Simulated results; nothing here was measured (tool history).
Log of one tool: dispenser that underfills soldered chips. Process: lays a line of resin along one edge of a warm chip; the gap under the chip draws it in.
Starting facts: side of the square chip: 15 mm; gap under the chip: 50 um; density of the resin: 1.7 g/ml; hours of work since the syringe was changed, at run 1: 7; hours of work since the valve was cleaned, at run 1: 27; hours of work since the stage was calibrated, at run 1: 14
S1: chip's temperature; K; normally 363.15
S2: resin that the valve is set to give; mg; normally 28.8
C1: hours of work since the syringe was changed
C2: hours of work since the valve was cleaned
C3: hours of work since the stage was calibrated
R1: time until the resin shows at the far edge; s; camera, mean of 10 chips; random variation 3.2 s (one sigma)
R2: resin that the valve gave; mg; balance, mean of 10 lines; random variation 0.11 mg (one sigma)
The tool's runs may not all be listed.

run 1 day=0.000 | S1=363.15 S2=28.8 | C1=7 C2=27 C3=14 | R1=528.0 R2=28.22
-- day=0.058 new syringe of resin
run 2 day=0.296 | S1=363.15 S2=36.8 | C1=4 C2=32 C3=19 | R1=437.9 R2=36.00
-- day=0.446 new syringe of resin
run 3 day=0.758 | S1=363.15 S2=37.0 | C1=6 C2=40 C3=28 | R1=482.3 R2=36.11
-- day=0.842 new syringe of resin
run 4 day=1.167 | S1=363.15 S2=37.0 | C1=6 C2=47 C3=35 | R1=500.9 R2=35.90
-- day=1.271 new syringe of resin
run 5 day=1.492 | S1=359.15 S2=28.8 | C1=4 C2=53 C3=41 | R1=523.5 R2=27.86
-- day=1.671 new syringe of resin
run 6 day=2.021 | S1=363.15 S2=27.4 | C1=6 C2=63 C3=50 | R1=529.2 R2=26.30
-- day=2.083 new syringe of resin
run 7 day=2.429 | S1=363.15 S2=27.4 | C1=6 C2=70 C3=57 | R1=528.2 R2=26.28
-- day=2.492 new syringe of resin
-- day=2.921 new syringe of resin
run 8 day=3.021 | S1=363.15 S2=27.4 | C1=2 C2=80 C3=68 | R1=369.2 R2=26.04
-- day=3.362 new syringe of resin
run 9 day=3.508 | S1=363.15 S2=28.8 | C1=3 C2=89 C3=76 | R1=392.8 R2=27.28
-- day=3.750 new syringe of resin
-- day=3.883 dispensing valve cleaned and set on the balance
run 10 day=3.979 | S1=363.15 S2=28.8 | C1=3 C2=2 C3=84 | R1=409.4 R2=28.76
-- day=4.183 new syringe of resin
run 11 day=4.392 | S1=363.15 S2=28.8 | C1=4 C2=9 C3=91 | R1=411.5 R2=28.69
-- day=4.617 new syringe of resin
run 12 day=4.888 | S1=375.15 S2=28.8 | C1=5 C2=18 C3=100 | R1=266.7 R2=28.55
-- day=5.038 new syringe of resin
-- day=5.425 new syringe of resin
run 13 day=5.429 | S1=363.15 S2=28.8 | C1=0 C2=27 C3=110 | R1=309.0 R2=28.18
-- day=5.812 new syringe of resin
run 14 day=5.992 | S1=363.15 S2=29.5 | C1=3 C2=38 C3=120 | R1=390.7 R2=28.87
-- day=6.233 new syringe of resin
run 15 day=6.588 | S1=363.15 S2=29.5 | C1=7 C2=48 C3=131 | R1=503.8 R2=28.63
-- day=6.646 new syringe of resin
-- day=7.046 new syringe of resin
run 16 day=7.242 | S1=363.15 S2=35.5 | C1=4 C2=60 C3=142 | R1=390.9 R2=34.47
-- day=7.442 new syringe of resin
run 17 day=7.792 | S1=374.15 S2=28.8 | C1=6 C2=70 C3=152 | R1=300.4 R2=27.42
-- day=7.854 new syringe of resin
-- day=8.254 new syringe of resin
run 18 day=8.379 | S1=365.15 S2=26.3 | C1=2 C2=80 C3=162 | R1=342.5 R2=24.98
-- day=8.671 new syringe of resin
run 19 day=8.704 | S1=351.15 S2=27.5 | C1=1 C2=86 C3=168 | R1=564.4 R2=26.02
-- day=9.067 new syringe of resin
run 20 day=9.088 | S1=351.15 S2=25.3 | C1=0 C2=93 C3=175 | R1=582.2 R2=24.01
-- day=9.258 dispensing valve cleaned and set on the balance
run 21 day=9.467 | S1=366.15 S2=24.8 | C1=7 C2=4 C3=181 | R1=452.2 R2=24.80
-- day=9.538 new syringe of resin
-- day=9.929 new syringe of resin
run 22 day=10.008 | S1=366.15 S2=24.8 | C1=1 C2=13 C3=191 | R1=310.5 R2=24.48
-- day=10.333 new syringe of resin
run 23 day=10.404 | S1=370.15 S2=30.7 | C1=1 C2=20 C3=198 | R1=234.4 R2=30.40
-- day=10.742 new syringe of resin
run 24 day=10.783 | S1=349.15 S2=33.1 | C1=1 C2=27 C3=204 | R1=614.5 R2=32.79
-- day=11.162 new syringe of resin
run 25 day=11.175 | S1=349.15 S2=33.1 | C1=0 C2=34 C3=211 | R1=596.3 R2=32.50
-- day=11.562 new syringe of resin
run 26 day=11.658 | S1=349.15 S2=33.1 | C1=2 C2=43 C3=220 | R1=682.2 R2=32.48
-- day=11.971 new syringe of resin
run 27 day=12.150 | S1=360.15 S2=26.9 | C1=3 C2=51 C3=229 | R1=448.0 R2=26.20
-- day=12.367 new syringe of resin
-- day=12.771 new syringe of resin
run 28 day=12.829 | S1=363.15 S2=33.0 | C1=1 C2=64 C3=241 | R1=308.5 R2=31.98
-- day=13.192 new syringe of resin
run 29 day=13.250 | S1=363.15 S2=33.0 | C1=1 C2=71 C3=248 | R1=313.3 R2=31.63
-- day=13.579 new syringe of resin
run 30 day=13.604 | S1=374.15 S2=28.8 | C1=0 C2=77 C3=255 | R1=185.0 R2=27.57
run 31 day=13.900 | S1=374.15 S2=28.8 | C1=6 C2=83 C3=260 | R1=290.3 R2=27.56
-- day=13.971 new syringe of resin
run 32 day=14.225 | S1=376.15 S2=24.6 | C1=5 C2=88 C3=266 | R1=252.4 R2=23.19
-- day=14.375 new syringe of resin
-- day=14.654 dispensing valve cleaned and set on the balance
run 33 day=14.662 | S1=377.15 S2=33.0 | C1=4 C2=0 C3=273 | R1=217.7 R2=32.80

Run by run, hidden condition taken away, random variation retained:
Unlogged tool condition in this case: resin's viscosity, % of fresh resin's; dose that the valve gives, % of what is set; true chip temperature over the reading, C; drift of the gauge itself on fill_s, %; drift of the gauge itself on given_mg, %.
run=1 R1=320.7 R2=28.68
run=2 R1=308.1 R2=36.69
run=3 R1=312.5 R2=36.98
run=4 R1=317.6 R2=36.93
run=5 R1=381.7 R2=28.76
run=6 R1=319.4 R2=27.31
run=7 R1=322.2 R2=27.42
run=8 R1=323.0 R2=27.34
run=9 R1=319.6 R2=28.82
run=10 R1=319.8 R2=28.78
run=11 R1=317.7 R2=28.83
run=12 R1=184.0 R2=28.84
run=13 R1=314.6 R2=28.64
run=14 R1=312.4 R2=29.51
run=15 R1=317.1 R2=29.47
run=16 R1=309.8 R2=35.73
run=17 R1=188.9 R2=28.60
run=18 R1=296.9 R2=26.23
run=19 R1=569.2 R2=27.42
run=20 R1=584.1 R2=25.41
run=21 R1=281.4 R2=24.77
run=22 R1=289.4 R2=24.60
run=23 R1=224.7 R2=30.68
run=24 R1=624.9 R2=33.23
run=25 R1=624.3 R2=33.06
run=26 R1=632.6 R2=33.20
run=27 R1=373.0 R2=26.93
run=28 R1=310.1 R2=33.13
run=29 R1=308.9 R2=32.92
run=30 R1=192.4 R2=28.80
run=31 R1=195.6 R2=28.90
run=32 R1=185.6 R2=24.42
run=33 R1=163.7 R2=32.76
